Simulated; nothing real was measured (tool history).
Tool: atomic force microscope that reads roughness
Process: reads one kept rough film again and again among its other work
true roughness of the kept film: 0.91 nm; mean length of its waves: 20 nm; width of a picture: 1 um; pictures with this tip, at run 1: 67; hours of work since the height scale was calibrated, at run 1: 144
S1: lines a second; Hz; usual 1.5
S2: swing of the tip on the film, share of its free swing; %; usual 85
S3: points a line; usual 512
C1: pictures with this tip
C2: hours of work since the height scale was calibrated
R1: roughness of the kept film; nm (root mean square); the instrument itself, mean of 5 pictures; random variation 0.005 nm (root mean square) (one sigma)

Run 1, hour 0: usual settings; C1 67; C2 144. Result: R1 0.646 nm (root mean square).
Run 2, hour 8.2: usual settings but S3 341; C1 76; C2 148. Result: R1 0.636 nm (root mean square).
Run 3, hour 14.3: usual settings but S3 341; C1 82; C2 151. Result: R1 0.621 nm (root mean square).
Run 4, hour 19.6: usual settings but S3 341; C1 88; C2 154. Result: R1 0.625 nm (root mean square).
Run 5, hour 27.3: usual settings but S3 341; C1 96; C2 158. Result: R1 0.615 nm (root mean square).
Run 6, hour 33.2: usual settings but S3 341; C1 102; C2 161. Result: R1 0.606 nm (root mean square).
Run 7, hour 41.4: usual settings; C1 111; C2 165. Result: R1 0.604 nm (root mean square).
At hour 49.9: new tip fitted.
Run 8, hour 50.7: usual settings but S1 2.82 Hz; C1 0; C2 170. Result: R1 0.658 nm (root mean square).
Run 9, hour 57.5: usual settings but S1 2.82 Hz; C1 8; C2 173. Result: R1 0.643 nm (root mean square).
Run 10, hour 64.7: usual settings but S1 2.82 Hz; C1 15; C2 177. Result: R1 0.632 nm (root mean square).
Run 11, hour 72.3: usual settings but S1 2.82 Hz; C1 23; C2 181. Result: R1 0.625 nm (root mean square).
Run 12, hour 81.3: usual settings; C1 33; C2 186. Result: R1 0.681 nm (root mean square).
Run 13, hour 88.8: usual settings; C1 41; C2 190. Result: R1 0.673 nm (root mean square).
Run 14, hour 92.4: usual settings; C1 45; C2 192. Result: R1 0.676 nm (root mean square).
Run 15, hour 100: usual settings; C1 53; C2 196. Result: R1 0.663 nm (root mean square).
Run 16, hour 107.3: usual settings; C1 60; C2 199. Result: R1 0.662 nm (root mean square).
Run 17, hour 115.6: usual settings but S3 989; C1 69; C2 204. Result: R1 0.643 nm (root mean square).
Run 18, hour 121.3: usual settings but S3 989; C1 75; C2 207. Result: R1 0.636 nm (root mean square).
Run 19, hour 125.9: usual settings but S3 989; C1 80; C2 209. Result: R1 0.646 nm (root mean square).
Run 20, hour 130.5: usual settings but S2 71 %, S3 325; C1 85; C2 211. Result: R1 0.674 nm (root mean square).
Run 21, hour 135.1: usual settings but S1 3.46 Hz, S2 87 %, S3 708; C1 90; C2 214. Result: R1 0.524 nm (root mean square).
Run 22, hour 142.8: usual settings but S1 1.79 Hz, S3 572; C1 98; C2 218. Result: R1 0.602 nm (root mean square).
Run 23, hour 146.7: usual settings but S1 1.1 Hz, S2 71 %; C1 102; C2 220. Result: R1 0.682 nm (root mean square).
Run 24, hour 153.2: usual settings but S1 1.1 Hz, S2 71 %; C1 109; C2 223. Result: R1 0.661 nm (root mean square).
Run 25, hour 158.3: usual settings but S1 1.52 Hz, S2 66 %, S3 533; C1 114; C2 226. Result: R1 0.661 nm (root mean square).
At hour 164.2: new tip fitted.
Run 26, hour 165.1: usual settings but S1 2.23 Hz, S2 56 %, S3 261; C1 1; C2 229. Result: R1 0.781 nm (root mean square).
Run 27, hour 170.9: usual settings but S1 2.23 Hz, S2 56 %, S3 261; C1 7; C2 232. Result: R1 0.78 nm (root mean square).
Run 28, hour 174.8: usual settings but S1 1.66 Hz, S2 66 %, S3 843; C1 12; C2 234. Result: R1 0.782 nm (root mean square).
Run 29, hour 184: usual settings but S1 1.66 Hz, S2 66 %, S3 843; C1 21; C2 239. Result: R1 0.768 nm (root mean square).
Run 30, hour 192.1: usual settings but S1 1.16 Hz, S2 64 %; C1 30; C2 243. Result: R1 0.756 nm (root mean square).
Run 31, hour 196.3: usual settings but S1 1.16 Hz, S2 64 %; C1 34; C2 245. Result: R1 0.766 nm (root mean square).
Run 32, hour 200.9: usual settings but S1 1.16 Hz, S2 64 %; C1 39; C2 248. Result: R1 0.755 nm (root mean square).
Run 33, hour 205.3: usual settings but S1 1.22 Hz, S2 66 %, S3 395; C1 44; C2 250. Result: R1 0.736 nm (root mean square).
Run 34, hour 212.8: usual settings but S1 1.22 Hz, S2 66 %, S3 395; C1 52; C2 254. Result: R1 0.731 nm (root mean square).
Run 35, hour 221.2: usual settings but S1 0.84 Hz; C1 61; C2 258. Result: R1 0.693 nm (root mean square).

The same runs without the tool's hidden state, with the same run-to-run variation:
The hidden state here: radius of the tip, nm; height scale over the true one, %; drift of the gauge itself on roughness_nm, %.
run     R1
  1  0.727
  2  0.726
  3  0.718
  4  0.728
  5  0.727
  6  0.724
  7  0.732
  8  0.659
  9  0.653
 10  0.651
 11  0.655
 12  0.726
 13  0.728
 14  0.734
 15  0.732
 16   0.74
 17   0.73
 18   0.73
 19  0.745
 20  0.784
 21  0.615
 22  0.716
 23  0.815
 24    0.8
 25  0.807
 26  0.786
 27  0.793
 28  0.802
 29  0.801
 30  0.803
 31  0.819
 32  0.815
 33  0.801
 34  0.806
 35  0.776

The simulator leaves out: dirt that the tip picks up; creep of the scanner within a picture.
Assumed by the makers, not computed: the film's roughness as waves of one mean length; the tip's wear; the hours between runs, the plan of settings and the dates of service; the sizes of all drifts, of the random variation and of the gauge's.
